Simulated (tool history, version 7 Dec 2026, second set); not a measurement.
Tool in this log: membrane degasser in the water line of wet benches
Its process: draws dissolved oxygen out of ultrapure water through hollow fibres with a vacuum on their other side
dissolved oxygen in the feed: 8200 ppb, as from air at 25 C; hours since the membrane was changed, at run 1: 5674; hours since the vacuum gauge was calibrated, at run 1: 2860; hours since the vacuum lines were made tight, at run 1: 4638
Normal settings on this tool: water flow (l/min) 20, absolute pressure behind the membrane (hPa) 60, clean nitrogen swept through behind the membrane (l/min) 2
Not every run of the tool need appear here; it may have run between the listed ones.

run,hour,water flow (l/min),absolute pressure behind the membrane (hPa),clean nitrogen swept through behind the membrane (l/min),hours since the membrane was changed,hours since the vacuum gauge was calibrated,hours since the vacuum lines were made tight,dissolved oxygen in the water behind the degasser (ppb),pressure that the water loses in the fibres (hPa)
1,0,20,60,2,5674,2860,4638,96.9,705.3
2,93.4,20,60,2,5768,2954,4731,96.7,708
3,212.7,20,60,2,5887,3073,4851,96.1,704.1
4,353.1,20,60,2,6027,3213,4991,98.5,715.8
5,414.2,20,60,2,6088,3274,5052,97.3,702.7
6,475.1,20,60,2,6149,3335,5113,96.6,702.9
7,608,20,60,2,6282,3468,5246,97.3,705.1
8,753.5,20,60,2,6428,3614,5391,96.4,705.8
9,823.5,27,60,2,6498,3684,5462,175,955.5
10,883.6,27,60,2,6558,3744,5522,174.9,958
11,978.3,20,60,4.21,6652,3839,5616,63.6,708
12,1049.3,20,60,4.21,6723,3910,5687,62.1,709
# hour 1056.9: vacuum gauge calibrated
13,1145.6,20,60,4.21,6819,89,5783,62.9,708.7
14,1229.8,20,60,4.21,6903,173,5867,63.6,711.7
15,1310.5,20,60,4.21,6984,254,5948,63.4,707.1
16,1390.4,19,112.8,2.64,7064,333,6028,164.7,674.3
# hour 1446.6: vacuum gauge calibrated, once more
17,1537.3,23,49,2.64,7210,91,6174,85.1,818
18,1635.1,23,49,2.64,7308,188,6272,85.7,814.3
19,1741.9,20,131.8,0.82,7415,295,6379,530,710.7
20,1887.5,20,131.8,0.82,7561,441,6525,536.9,709.8
21,1996.3,20,105.4,1.38,7669,550,6633,268,710.9
22,2130.3,28,87.2,1.04,7803,684,6767,400.1,994.9
23,2278.1,25,41.5,1.04,7951,831,6915,115.5,886.7
24,2420.9,18,75.9,2.15,8094,974,7058,108.3,643.5
25,2535,28,43.6,2.85,8208,1088,7172,125.9,991.3
26,2645.8,21,115.9,1.46,8319,1199,7283,301.6,751.7
27,2719.8,14,145.9,1.7,8393,1273,7357,224.1,502.8

Some steps in dissolved oxygen in the water behind the degasser (ppb) between neighbouring runs. How much of each would the tool show without its hidden state too (settings, what came in, random variation), and how much is left for the hidden state, with any gauge scatter that isn't in both results?
Hidden conditions of the tool in this case: membrane still open, %; true pressure behind the membrane over the reading, kPa; air that leaks in behind the membrane, l/min; drift of the gauge itself on oxygen_ppb, %; drift of the gauge itself on loss_of_pressure_kpa, %.
Run 10 -> 11: water flow (l/min) 27 -> 20, clean nitrogen swept through behind the membrane (l/min) 2 -> 4.21. dissolved oxygen in the water behind the degasser (ppb) -111.3: hidden state -4.4, all else -106.9.
Run 18 -> 19: water flow (l/min) 23 -> 20, absolute pressure behind the membrane (hPa) 49 -> 131.8, clean nitrogen swept through behind the membrane (l/min) 2.64 -> 0.82. dissolved oxygen in the water behind the degasser (ppb) +444.3: hidden state -0.5, all else +444.8.
Run 22 -> 23: water flow (l/min) 28 -> 25, absolute pressure behind the membrane (hPa) 87.2 -> 41.5. dissolved oxygen in the water behind the degasser (ppb) -284.6: hidden state -1.6, all else -283.
Run 24 -> 25: water flow (l/min) 18 -> 28, absolute pressure behind the membrane (hPa) 75.9 -> 43.6, clean nitrogen swept through behind the membrane (l/min) 2.15 -> 2.85. dissolved oxygen in the water behind the degasser (ppb) +17.6: hidden state +5, all else +12.6.
